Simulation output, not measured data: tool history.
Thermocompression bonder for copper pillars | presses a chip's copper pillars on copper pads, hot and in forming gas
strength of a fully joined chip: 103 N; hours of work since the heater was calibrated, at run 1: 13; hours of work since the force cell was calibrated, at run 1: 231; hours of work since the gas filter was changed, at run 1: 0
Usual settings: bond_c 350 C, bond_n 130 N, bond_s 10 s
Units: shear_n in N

run	hour	bond_c	bond_n	bond_s	hours of work since the heater was calibrated	hours of work since the force cell was calibrated	hours of work since the gas filter was changed	shear_n
1	0.0	350	130	10	13	231	0	43.3
2	7.1	350	130	10	17	235	4	43.2
3	19.3	350	130	10	24	241	11	43.1
4	29.4	350	130	10	29	247	16	43.1
5	37.1	350	130	10	33	251	20	41.9
6	53.2	350	130	10	42	260	29	42.8
7	63.6	350	130	10	48	266	35	42.1
8	75.1	350	147	10	54	272	41	45.9
9	84.9	350	130	10	60	277	46	41.2
10	94.1	350	111	10	65	282	52	37.3
11	108.0	350	111	10	72	290	59	36.8
12	115.0	350	111	10	76	294	63	36.5
13	128.8	350	111	10	84	301	71	36.7
14	142.3	350	111	10	91	309	78	35.9
15	158.6	340	111	10	100	318	87	32.2
16	175.0	335	130	10	109	327	96	34.9
17	183.2	335	130	10	113	331	100	34.7
18	192.1	335	130	10	118	336	105	34.3
19	205.3	335	130	10	126	343	112	34.3
20	215.9	335	130	10	131	349	118	33.7
21	232.3	335	130	10	140	358	127	33.6
22	239.7	335	130	10	144	362	131	33.7
23	247.6	344	111	7	149	366	136	29.0
24	258.2	339	111	6	154	372	141	25.1
25	272.5	350	130	6	162	380	149	32.1
26	288.2	350	130	6	171	389	158	31.4
27	298.9	334	81	6	177	395	164	17.9
28	309.1	334	81	6	182	400	169	18.6
29	318.3	341	141	6	187	405	174	29.2
30	326.2	323	108	6	192	410	179	20.0
31	341.9	361	177	11	200	418	187	53.4
32	351.5	357	111	22	206	423	193	47.6
# hour 361.3: forming gas filter changed
33	364.4	354	167	10	212	430	2	52.5
34	379.2	325	88	10	220	438	10	24.2
35	393.4	321	88	26	228	446	18	33.3
36	404.3	321	88	26	234	452	24	33.2
37	416.2	363	88	5	241	459	30	26.8
38	428.5	363	81	12	247	465	37	35.5
39	442.6	350	95	18	255	473	45	41.7

Hidden state or all else? Some run-to-run changes of shear_n, split into what the settings, what came in and random variation would give without the hidden state, and what is left for the hidden state (with any gauge scatter that isn't in both results):
The hidden state here: true temperature of the bond over the reading, C; force that reaches the chip, % of what is set; oxide that the forming gas leaves, % of the face; drift of the gauge itself on shear_n, %.
Run 26 -> 27: bond_c 350 -> 334, bond_n 130 -> 81. shear_n -13.5 N: hidden state +1.4, all else -14.9.
Run 30 -> 31: bond_c 323 -> 361, bond_n 108 -> 177, bond_s 6 -> 11. shear_n +33.4 N: hidden state -4.4, all else +37.8.
Run 32 -> 33: bond_c 357 -> 354, bond_n 111 -> 167, bond_s 22 -> 10, forming gas filter changed. shear_n +4.9 N: hidden state +6.1, all else -1.2.
Run 33 -> 34: bond_c 354 -> 325, bond_n 167 -> 88. shear_n -28.3 N: hidden state -0.1, all else -28.2.
